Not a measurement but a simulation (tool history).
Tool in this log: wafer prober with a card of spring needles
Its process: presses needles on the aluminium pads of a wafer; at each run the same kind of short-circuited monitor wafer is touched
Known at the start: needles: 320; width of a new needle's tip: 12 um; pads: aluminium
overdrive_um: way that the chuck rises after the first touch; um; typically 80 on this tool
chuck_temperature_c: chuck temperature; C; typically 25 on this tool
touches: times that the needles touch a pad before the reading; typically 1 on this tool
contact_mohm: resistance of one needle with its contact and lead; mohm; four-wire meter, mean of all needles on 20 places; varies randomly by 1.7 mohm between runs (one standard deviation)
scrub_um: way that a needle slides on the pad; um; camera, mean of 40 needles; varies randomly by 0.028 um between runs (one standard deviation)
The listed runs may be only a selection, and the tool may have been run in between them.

run,hour,overdrive_um,chuck_temperature_c,touches,contact_mohm,scrub_um
1,0,80,25,1,179,11.79
# hour 4.1: tips cleaned on abrasive film
# hour 14.2: tips cleaned on abrasive film
2,16.4,80,73,1,189,11.78
# hour 22.7: tips cleaned on abrasive film
# hour 33.2: tips cleaned on abrasive film
3,34.5,80,73,1,188,11.82
# hour 42.9: tips cleaned on abrasive film
# hour 53: tips cleaned on abrasive film
# hour 62.9: tips cleaned on abrasive film
4,63.8,80,73,1,189,11.79
# hour 71.8: tips cleaned on abrasive film
# hour 78.4: height of the first contact set anew
# hour 82.5: tips cleaned on abrasive film
5,84.9,80,73,1,189,11.82
# hour 91.3: tips cleaned on abrasive film
# hour 101.8: tips cleaned on abrasive film
6,103.8,80,73,1,190,11.87
# hour 112.3: tips cleaned on abrasive film
# hour 122.2: tips cleaned on abrasive film
7,126.8,80,73,1,186,11.78
# hour 131.1: tips cleaned on abrasive film
# hour 141.6: tips cleaned on abrasive film
# hour 151.6: tips cleaned on abrasive film
8,151.9,80,25,1,181,11.76
# hour 161.8: tips cleaned on abrasive film
# hour 170.3: tips cleaned on abrasive film
# hour 180.3: tips cleaned on abrasive film
9,182.4,80,25,1,177,11.81
# hour 190.4: tips cleaned on abrasive film
10,198,80,25,2,180,11.83
# hour 199.9: tips cleaned on abrasive film
# hour 209.9: tips cleaned on abrasive film
11,216.8,80,25,2,181,11.82
# hour 219: tips cleaned on abrasive film
# hour 229.6: tips cleaned on abrasive film
# hour 240.1: tips cleaned on abrasive film
# hour 249.8: tips cleaned on abrasive film
12,253.2,80,25,2,178,11.77
# hour 259.3: tips cleaned on abrasive film
# hour 269.3: tips cleaned on abrasive film
# hour 278.3: tips cleaned on abrasive film
13,278.3,80,25,2,182,11.83
# hour 288.8: tips cleaned on abrasive film
# hour 289.1: height of the first contact set anew
# hour 299.1: tips cleaned on abrasive film
14,301.4,80,25,2,182,11.88
# hour 308.9: tips cleaned on abrasive film
# hour 318.8: tips cleaned on abrasive film
15,318.8,80,105,1,197,11.78
# hour 328.9: tips cleaned on abrasive film
16,335,63,26,2,183,9.38
# hour 339.2: tips cleaned on abrasive film
# hour 349.2: tips cleaned on abrasive film
# hour 359.3: tips cleaned on abrasive film
# hour 368.7: tips cleaned on abrasive film
17,370.2,68,63,1,189,10.05
# hour 378.2: tips cleaned on abrasive film
# hour 388.1: tips cleaned on abrasive film
# hour 396.5: tips cleaned on abrasive film
18,402,68,63,1,186,10.07
# hour 405.8: tips cleaned on abrasive film
# hour 415.6: tips cleaned on abrasive film
# hour 426.1: tips cleaned on abrasive film
# hour 436.4: tips cleaned on abrasive film
19,439.4,87,32,1,178,12.87
# hour 445.6: tips cleaned on abrasive film
# hour 455.5: tips cleaned on abrasive film
# hour 465.4: tips cleaned on abrasive film
# hour 475.5: tips cleaned on abrasive film
20,477.7,87,32,1,178,12.91
# hour 484.1: tips cleaned on abrasive film
# hour 493.9: tips cleaned on abrasive film
# hour 500.2: height of the first contact set anew
# hour 504.4: tips cleaned on abrasive film
# hour 514.3: tips cleaned on abrasive film
21,515.5,71,32,2,182,10.53
# hour 523.9: tips cleaned on abrasive film
# hour 534.2: tips cleaned on abrasive film
22,535.9,78,42,2,184,11.57
# hour 544.3: tips cleaned on abrasive film
# hour 554.4: tips cleaned on abrasive film
# hour 564.3: tips cleaned on abrasive film
# hour 573.7: tips cleaned on abrasive film
23,573.9,75,31,1,181,11.14
# hour 582.3: tips cleaned on abrasive film
# hour 592.7: tips cleaned on abrasive film
24,598.5,75,57,1,186,11.19
# hour 602: tips cleaned on abrasive film
# hour 606.2: gauge calibrated
# hour 612.5: tips cleaned on abrasive film
25,616.6,75,57,1,185,11.02
# hour 622.2: tips cleaned on abrasive film
# hour 632.8: tips cleaned on abrasive film
# hour 642.6: tips cleaned on abrasive film
26,642.6,78,32,3,177,11.5
# hour 651.7: tips cleaned on abrasive film
# hour 661.7: tips cleaned on abrasive film
27,668.1,93,37,2,180,13.71
# hour 670.3: tips cleaned on abrasive film
# hour 679.9: tips cleaned on abrasive film
# hour 690.1: tips cleaned on abrasive film
28,690.3,93,37,2,181,13.69

Below, each run's measurement less what the same run would have read without the hidden state. Both values contain the same run-to-run variation, but the gauge's scatter may not be the same in both:
What the log doesn't record here: debris on the tips, nm; way that the needles fall short of the set height, um; tips' diameter, um; drift of the gauge itself on contact_mohm, %; drift of the gauge itself on scrub_um, %.
run,scrub_um
1,+0
2,+0
3,+0
4,+0.01
5,+0.02
6,+0.03
7,+0.03
8,+0.03
9,+0.04
10,+0.05
11,+0.04
12,+0.06
13,+0.06
14,+0.07
15,+0.07
16,+0.06
17,+0.07
18,+0.07
19,+0.1
20,+0.12
21,+0.1
22,+0.12
23,+0.12
24,+0.13
25,+0
26,+0
27,+0.01
28,+0.02
For contact_mohm, the value without the hidden state is never more than 1 mohm from the measured value.

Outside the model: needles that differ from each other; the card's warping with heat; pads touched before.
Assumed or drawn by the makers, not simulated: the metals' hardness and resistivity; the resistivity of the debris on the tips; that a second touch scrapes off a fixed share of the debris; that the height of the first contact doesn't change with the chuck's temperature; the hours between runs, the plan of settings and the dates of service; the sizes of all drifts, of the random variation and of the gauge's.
